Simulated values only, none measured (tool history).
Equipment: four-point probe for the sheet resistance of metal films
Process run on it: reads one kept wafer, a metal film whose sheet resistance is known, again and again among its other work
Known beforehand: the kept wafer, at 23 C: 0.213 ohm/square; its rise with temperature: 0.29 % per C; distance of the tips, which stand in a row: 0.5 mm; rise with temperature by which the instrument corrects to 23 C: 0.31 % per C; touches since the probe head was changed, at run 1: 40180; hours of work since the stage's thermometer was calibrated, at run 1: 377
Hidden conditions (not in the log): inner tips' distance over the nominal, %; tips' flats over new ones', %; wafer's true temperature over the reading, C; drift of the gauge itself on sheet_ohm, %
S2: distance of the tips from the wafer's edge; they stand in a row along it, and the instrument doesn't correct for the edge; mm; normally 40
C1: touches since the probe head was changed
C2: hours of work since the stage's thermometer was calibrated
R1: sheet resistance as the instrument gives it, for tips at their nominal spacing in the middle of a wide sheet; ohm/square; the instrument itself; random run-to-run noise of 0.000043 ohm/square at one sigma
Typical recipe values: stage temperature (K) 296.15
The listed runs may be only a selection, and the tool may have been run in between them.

run 1 hour=0.0 | stage_temperature_(K)=296.15 S2=40 | C1=40180 C2=377 | R1=0.211221
run 2 hour=13.2 | stage_temperature_(K)=296.15 S2=6 | C1=40531 C2=384 | R1=0.211957
run 3 hour=27.0 | stage_temperature_(K)=296.15 S2=40 | C1=40896 C2=391 | R1=0.211195
run 4 hour=39.2 | stage_temperature_(K)=296.15 S2=40 | C1=41221 C2=397 | R1=0.211118
run 5 hour=50.1 | stage_temperature_(K)=296.15 S2=40 | C1=41512 C2=403 | R1=0.211142
run 6 hour=69.0 | stage_temperature_(K)=296.15 S2=40 | C1=42013 C2=413 | R1=0.211178
run 7 hour=85.1 | stage_temperature_(K)=296.15 S2=40 | C1=42440 C2=421 | R1=0.211078
run 8 hour=101.7 | stage_temperature_(K)=296.15 S2=40 | C1=42881 C2=430 | R1=0.211122
run 9 hour=112.4 | stage_temperature_(K)=296.15 S2=40 | C1=43166 C2=435 | R1=0.211077
run 10 hour=122.4 | stage_temperature_(K)=296.15 S2=40 | C1=43430 C2=440 | R1=0.211014
run 11 hour=131.3 | stage_temperature_(K)=296.15 S2=40 | C1=43666 C2=445 | R1=0.211087
run 12 hour=147.1 | stage_temperature_(K)=296.15 S2=40 | C1=44086 C2=453 | R1=0.211099
run 13 hour=161.1 | stage_temperature_(K)=296.15 S2=40 | C1=44460 C2=460 | R1=0.211058
run 14 hour=169.5 | stage_temperature_(K)=296.15 S2=40 | C1=44683 C2=465 | R1=0.211022
run 15 hour=185.5 | stage_temperature_(K)=296.15 S2=40 | C1=45106 C2=473 | R1=0.210994
run 16 hour=196.2 | stage_temperature_(K)=296.15 S2=40 | C1=45392 C2=478 | R1=0.211087
run 17 hour=205.6 | stage_temperature_(K)=296.15 S2=40 | C1=45641 C2=483 | R1=0.211085
run 18 hour=225.1 | stage_temperature_(K)=296.15 S2=35 | C1=46158 C2=493 | R1=0.210890
run 19 hour=238.8 | stage_temperature_(K)=296.15 S2=40 | C1=46522 C2=500 | R1=0.210953
run 20 hour=251.9 | stage_temperature_(K)=296.15 S2=40 | C1=46871 C2=507 | R1=0.210929
run 21 hour=260.7 | stage_temperature_(K)=296.15 S2=40 | C1=47105 C2=512 | R1=0.210956
run 22 hour=277.6 | stage_temperature_(K)=301.15 S2=40 | C1=47554 C2=520 | R1=0.210629
run 23 hour=292.4 | stage_temperature_(K)=301.15 S2=40 | C1=47946 C2=528 | R1=0.210670
run 24 hour=303.5 | stage_temperature_(K)=291.15 S2=48 | C1=48242 C2=534 | R1=0.211176
run 25 hour=317.5 | stage_temperature_(K)=296.15 S2=57 | C1=48613 C2=541 | R1=0.210829
run 26 hour=326.2 | stage_temperature_(K)=304.15 S2=17 | C1=48845 C2=546 | R1=0.210491
run 27 hour=334.3 | stage_temperature_(K)=304.15 S2=17 | C1=49058 C2=550 | R1=0.210512
-- hour=336.5 stage's thermometer calibrated
run 28 hour=349.5 | stage_temperature_(K)=299.15 S2=40 | C1=49450 C2=7 | R1=0.210730
run 29 hour=362.5 | stage_temperature_(K)=299.15 S2=40 | C1=49795 C2=13 | R1=0.210657
run 30 hour=378.7 | stage_temperature_(K)=302.15 S2=7 | C1=50224 C2=22 | R1=0.211063
-- hour=387.8 stage's thermometer calibrated, once more
run 31 hour=392.0 | stage_temperature_(K)=295.15 S2=4 | C1=50564 C2=2 | R1=0.212391
run 32 hour=406.3 | stage_temperature_(K)=295.15 S2=4 | C1=50945 C2=10 | R1=0.212457
run 33 hour=422.4 | stage_temperature_(K)=301.15 S2=29 | C1=51374 C2=18 | R1=0.210364
run 34 hour=438.2 | stage_temperature_(K)=301.15 S2=36 | C1=51793 C2=26 | R1=0.210366
run 35 hour=452.5 | stage_temperature_(K)=301.15 S2=36 | C1=52173 C2=33 | R1=0.210273
run 36 hour=463.0 | stage_temperature_(K)=292.15 S2=3 | C1=52451 C2=39 | R1=0.213873
run 37 hour=476.9 | stage_temperature_(K)=292.15 S2=3 | C1=52820 C2=46 | R1=0.213789
run 38 hour=493.8 | stage_temperature_(K)=296.15 S2=4 | C1=53268 C2=55 | R1=0.212322
run 39 hour=511.3 | stage_temperature_(K)=296.15 S2=4 | C1=53735 C2=64 | R1=0.212213
run 40 hour=520.8 | stage_temperature_(K)=296.15 S2=4 | C1=53986 C2=69 | R1=0.212288
run 41 hour=536.9 | stage_temperature_(K)=293.15 S2=18 | C1=54413 C2=77 | R1=0.210698
run 42 hour=550.5 | stage_temperature_(K)=297.15 S2=13 | C1=54775 C2=84 | R1=0.210599
run 43 hour=560.7 | stage_temperature_(K)=301.15 S2=6 | C1=55047 C2=89 | R1=0.211019
run 44 hour=568.6 | stage_temperature_(K)=301.15 S2=6 | C1=55256 C2=93 | R1=0.210991
run 45 hour=578.7 | stage_temperature_(K)=301.15 S2=6 | C1=55524 C2=99 | R1=0.210946

3 options for the next run, each taken on its own from the tool as it stands now. Forecast them:
run A hour=589.8 | stage_temperature_(K)=291.15 S2=6 | C1=55820 C2=104 | R1=?
run B hour=589.8 | stage_temperature_(K)=296.15 S2=7 | C1=55820 C2=104 | R1=?
run C hour=589.8 | stage_temperature_(K)=301.15 S2=8 | C1=55820 C2=104 | R1=?

run=A R1=0.211480
run=B R1=0.210997
run=C R1=0.210584
Take away the tool's hidden state, keep each run's random variation, and the runs would have read:
run=A R1=0.214090
run=B R1=0.213602
run=C R1=0.213183
